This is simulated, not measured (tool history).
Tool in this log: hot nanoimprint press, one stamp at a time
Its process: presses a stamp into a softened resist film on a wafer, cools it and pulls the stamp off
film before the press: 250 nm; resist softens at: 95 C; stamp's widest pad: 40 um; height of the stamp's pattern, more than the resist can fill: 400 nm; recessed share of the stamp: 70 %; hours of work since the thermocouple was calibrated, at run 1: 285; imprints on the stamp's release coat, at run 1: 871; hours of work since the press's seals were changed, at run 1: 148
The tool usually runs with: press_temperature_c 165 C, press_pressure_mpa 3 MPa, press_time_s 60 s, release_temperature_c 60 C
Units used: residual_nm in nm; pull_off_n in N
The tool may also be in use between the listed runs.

run	hour	press_temperature_c	press_pressure_mpa	press_time_s	release_temperature_c	hours of work since the thermocouple was calibrated	imprints on the stamp's release coat	hours of work since the press's seals were changed	residual_nm	pull_off_n
1	0	165	3	60	60	285	871	148	133.8	192
2	7.3	165	3	60	60	289	888	152	134.9	197
3	19.3	165	3	60	60	296	914	159	134	193
4	34.2	165	3	60	60	304	948	167	133.9	203
5	45.8	165	3	60	60	310	974	173	134	196
6	63	165	3	60	60	320	1013	183	133.5	206
7	78.8	165	3	60	60	328	1048	191	132.9	212
8	93.7	165	3	60	60	336	1081	199	133.8	203
9	108.6	165	2.77	60	60	344	1115	207	136.6	211
# hour 121.7: stamp cleaned and given a new release coat
10	127.4	165	2.77	60	60	351	13	214	139.2	166
11	138.3	165	3	60	60	357	37	220	135.4	166
12	152.6	159	3	96	60	365	69	228	155.6	166
13	163.8	159	3	96	60	371	94	234	154.4	170
14	176.7	165	2.22	31	65	378	123	241	180.5	158
15	185.7	161	2.14	41	52	383	143	246	196.1	175
16	195.2	170	4.41	60	60	388	165	251	87.4	169
17	210.8	158	2.42	75	60	397	200	259	184.4	176
18	220.5	165	3.15	42	60	402	222	265	148.6	173
19	229.2	157	3.02	56	60	406	241	269	194.1	178
20	239.6	157	2.03	56	54	412	264	275	211	177
21	252.4	157	3.29	56	58	419	293	282	188.9	169
22	262.2	157	3.29	56	58	424	315	287	193.2	181

Consider 3 possible next runs. They are alternatives, not a sequence: every one starts from the tool as it was left by run 22. What does each give?
A	276	171	3.29	56	58	432	346	295	?	?
B	276	157	2.57	56	49	432	346	295	?	?
C	276	156	3	40	60	432	346	295	?	?

run	residual_nm	pull_off_n
A	97.2	184
B	200.7	191
C	213	177
Had the tool no hidden state, the same runs would have come out as:
run	residual_nm	pull_off_n
A	89.3	169
B	191.7	176
C	205	163

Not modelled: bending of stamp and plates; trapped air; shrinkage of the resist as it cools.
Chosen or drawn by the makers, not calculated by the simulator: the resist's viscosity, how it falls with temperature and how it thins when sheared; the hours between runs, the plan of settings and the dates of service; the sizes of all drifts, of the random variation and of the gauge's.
